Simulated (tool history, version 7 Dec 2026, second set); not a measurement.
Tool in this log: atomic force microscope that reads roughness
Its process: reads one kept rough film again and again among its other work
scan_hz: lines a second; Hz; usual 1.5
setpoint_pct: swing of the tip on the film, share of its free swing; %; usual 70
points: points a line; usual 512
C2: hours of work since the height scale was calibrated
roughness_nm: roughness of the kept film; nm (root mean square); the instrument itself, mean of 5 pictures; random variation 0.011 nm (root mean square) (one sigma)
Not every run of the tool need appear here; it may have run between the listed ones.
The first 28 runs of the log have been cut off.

{"run": 29, "hour": 693.4, "scan_hz": 1.21, "setpoint_pct": 70, "points": 512, "pictures with this tip": 150, "C2": 43, "roughness_nm": 1.885}
{"run": 30, "hour": 726.9, "scan_hz": 1.21, "setpoint_pct": 70, "points": 512, "pictures with this tip": 223, "C2": 68, "roughness_nm": 1.698}
{"run": 31, "hour": 742.3, "scan_hz": 1.21, "setpoint_pct": 70, "points": 512, "pictures with this tip": 256, "C2": 80, "roughness_nm": 1.637}
{"run": 32, "hour": 774.6, "scan_hz": 1.36, "setpoint_pct": 66, "points": 621, "pictures with this tip": 327, "C2": 105, "roughness_nm": 1.506}
{"hour": 780.1, "done": "new tip fitted"}
{"hour": 786.8, "done": "height scale calibrated on a step standard, once more"}
{"run": 33, "hour": 799.3, "scan_hz": 0.8, "setpoint_pct": 77, "points": 547, "pictures with this tip": 39, "C2": 10, "roughness_nm": 2.262}
{"run": 34, "hour": 827.3, "scan_hz": 0.72, "setpoint_pct": 70, "points": 512, "pictures with this tip": 100, "C2": 31, "roughness_nm": 2.07}
{"run": 35, "hour": 842.9, "scan_hz": 0.72, "setpoint_pct": 65, "points": 422, "pictures with this tip": 135, "C2": 43, "roughness_nm": 1.972}
{"run": 36, "hour": 870.0, "scan_hz": 1.23, "setpoint_pct": 55, "points": 316, "pictures with this tip": 194, "C2": 64, "roughness_nm": 1.797}
{"run": 37, "hour": 888.8, "scan_hz": 2.15, "setpoint_pct": 90, "points": 781, "pictures with this tip": 235, "C2": 78, "roughness_nm": 1.333}
{"run": 38, "hour": 920.5, "scan_hz": 1.5, "setpoint_pct": 77, "points": 512, "pictures with this tip": 304, "C2": 102, "roughness_nm": 1.443}
{"hour": 937.3, "done": "new tip fitted"}
{"run": 39, "hour": 939.8, "scan_hz": 1.5, "setpoint_pct": 85, "points": 512, "pictures with this tip": 6, "C2": 117, "roughness_nm": 2.212}
{"run": 40, "hour": 961.9, "scan_hz": 3.17, "setpoint_pct": 83, "points": 290, "pictures with this tip": 54, "C2": 134, "roughness_nm": 1.726}
{"run": 41, "hour": 990.7, "scan_hz": 3.17, "setpoint_pct": 83, "points": 290, "pictures with this tip": 117, "C2": 156, "roughness_nm": 1.546}
{"run": 42, "hour": 1015.1, "scan_hz": 3.17, "setpoint_pct": 83, "points": 290, "pictures with this tip": 170, "C2": 174, "roughness_nm": 1.416}
{"run": 43, "hour": 1035.5, "scan_hz": 3.17, "setpoint_pct": 65, "points": 776, "pictures with this tip": 215, "C2": 190, "roughness_nm": 1.639}
{"run": 44, "hour": 1064.2, "scan_hz": 1.27, "setpoint_pct": 90, "points": 832, "pictures with this tip": 277, "C2": 212, "roughness_nm": 1.431}
{"run": 45, "hour": 1084.8, "scan_hz": 1.5, "setpoint_pct": 70, "points": 658, "pictures with this tip": 322, "C2": 228, "roughness_nm": 1.471}
{"hour": 1092.5, "done": "new tip fitted"}
{"run": 46, "hour": 1107.5, "scan_hz": 1.62, "setpoint_pct": 56, "points": 512, "pictures with this tip": 33, "C2": 245, "roughness_nm": 2.361}
{"run": 47, "hour": 1137.1, "scan_hz": 1.5, "setpoint_pct": 56, "points": 306, "pictures with this tip": 97, "C2": 268, "roughness_nm": 2.096}
{"run": 48, "hour": 1157.6, "scan_hz": 1.5, "setpoint_pct": 56, "points": 306, "pictures with this tip": 142, "C2": 283, "roughness_nm": 1.937}
{"run": 49, "hour": 1172.1, "scan_hz": 1.5, "setpoint_pct": 71, "points": 328, "pictures with this tip": 174, "C2": 294, "roughness_nm": 1.758}
{"run": 50, "hour": 1191.4, "scan_hz": 1.5, "setpoint_pct": 71, "points": 328, "pictures with this tip": 216, "C2": 309, "roughness_nm": 1.651}
{"run": 51, "hour": 1208.9, "scan_hz": 1.5, "setpoint_pct": 72, "points": 397, "pictures with this tip": 254, "C2": 322, "roughness_nm": 1.576}
{"run": 52, "hour": 1233.7, "scan_hz": 1.5, "setpoint_pct": 61, "points": 512, "pictures with this tip": 308, "C2": 341, "roughness_nm": 1.542}
{"hour": 1249.6, "done": "new tip fitted"}
{"run": 53, "hour": 1260.0, "scan_hz": 2.43, "setpoint_pct": 55, "points": 863, "pictures with this tip": 22, "C2": 361, "roughness_nm": 2.437}

Consider 3 possible next runs. They are alternatives, not a sequence: every one starts from the tool as it was left by run 53. What does each give?
{"run": "A", "hour": 1279.5, "scan_hz": 2.43, "setpoint_pct": 55, "points": 411, "pictures with this tip": 65, "C2": 376, "roughness_nm": "?"}
{"run": "B", "hour": 1279.5, "scan_hz": 2.43, "setpoint_pct": 57, "points": 863, "pictures with this tip": 65, "C2": 376, "roughness_nm": "?"}
{"run": "C", "hour": 1279.5, "scan_hz": 0.73, "setpoint_pct": 55, "points": 863, "pictures with this tip": 65, "C2": 376, "roughness_nm": "?"}

run=A roughness_nm=2.242
run=B roughness_nm=2.23
run=C roughness_nm=2.342
Stripped of hidden state, with their random variation kept, the same runs would have yielded:
run=A roughness_nm=2.521
run=B roughness_nm=2.508
run=C roughness_nm=2.634
